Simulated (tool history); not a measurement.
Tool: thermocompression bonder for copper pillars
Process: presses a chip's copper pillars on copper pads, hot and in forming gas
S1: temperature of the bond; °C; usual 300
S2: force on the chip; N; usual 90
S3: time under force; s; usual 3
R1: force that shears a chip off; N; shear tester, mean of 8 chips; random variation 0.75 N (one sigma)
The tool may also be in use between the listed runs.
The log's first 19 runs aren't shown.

Run 20, hour 1278.8: usual settings but S2 89 N, S3 4 s. Result: R1 59.8 N.
Run 21, hour 1363.7: usual settings but S2 89 N, S3 4 s. Result: R1 59.7 N.
Run 22, hour 1426.1: usual settings but S1 323 °C, S2 82 N, S3 4 s. Result: R1 67.1 N.
Run 23, hour 1486.3: usual settings but S2 110 N, S3 7 s. Result: R1 74.8 N.
Run 24, hour 1565.1: usual settings but S2 56 N, S3 2 s. Result: R1 31.5 N.
Run 25, hour 1611.5: usual settings but S1 292 °C, S2 71 N. Result: R1 41.7 N.
At hour 1685.5: forming gas filter changed.
Run 26, hour 1698.9: usual settings but S2 75 N, S3 8 s. Result: R1 64.0 N.
Run 27, hour 1777.2: usual settings but S2 75 N, S3 8 s. Result: R1 65.8 N.
Run 28, hour 1814.2: usual settings but S2 63 N, S3 6 s. Result: R1 51.5 N.
Run 29, hour 1869.8: usual settings but S1 319 °C, S2 91 N, S3 2 s. Result: R1 57.4 N.
Run 30, hour 1924.3: usual settings but S1 328 °C, S2 93 N, S3 7 s. Result: R1 81.0 N.
Run 31, hour 1962.4: usual settings but S1 283 °C, S2 69 N. Result: R1 37.4 N.
Run 32, hour 2047.9: usual settings but S1 299 °C. Result: R1 53.6 N.
Run 33, hour 2092.4: usual settings but S1 307 °C, S2 118 N, S3 6 s. Result: R1 78.1 N.
Run 34, hour 2158.8: usual settings but S1 273 °C, S2 85 N, S3 6 s. Result: R1 51.6 N.
At hour 2166.5: forming gas filter changed.
Run 35, hour 2220.0: usual settings but S1 273 °C, S2 85 N, S3 6 s. Result: R1 53.0 N.
Run 36, hour 2276.1: usual settings but S1 273 °C, S2 85 N, S3 6 s. Result: R1 51.3 N.

3 ways to go on from here, each from the tool as it stands after run 36. What would each give?
Run A, hour 2355.3: usual settings but S1 314 °C, S2 134 N. Result: R1 ?.
Run B, hour 2355.3: usual settings but S1 314 °C, S2 95 N. Result: R1 ?.
Run C, hour 2355.3: usual settings but S1 286 °C, S2 82 N. Result: R1 ?.

run    R1
  A  74.9
  B  61.5
  C  45.5
Without the tool's hidden state the same runs would have given:
run    R1
  A  75.2
  B  61.7
  C  45.8
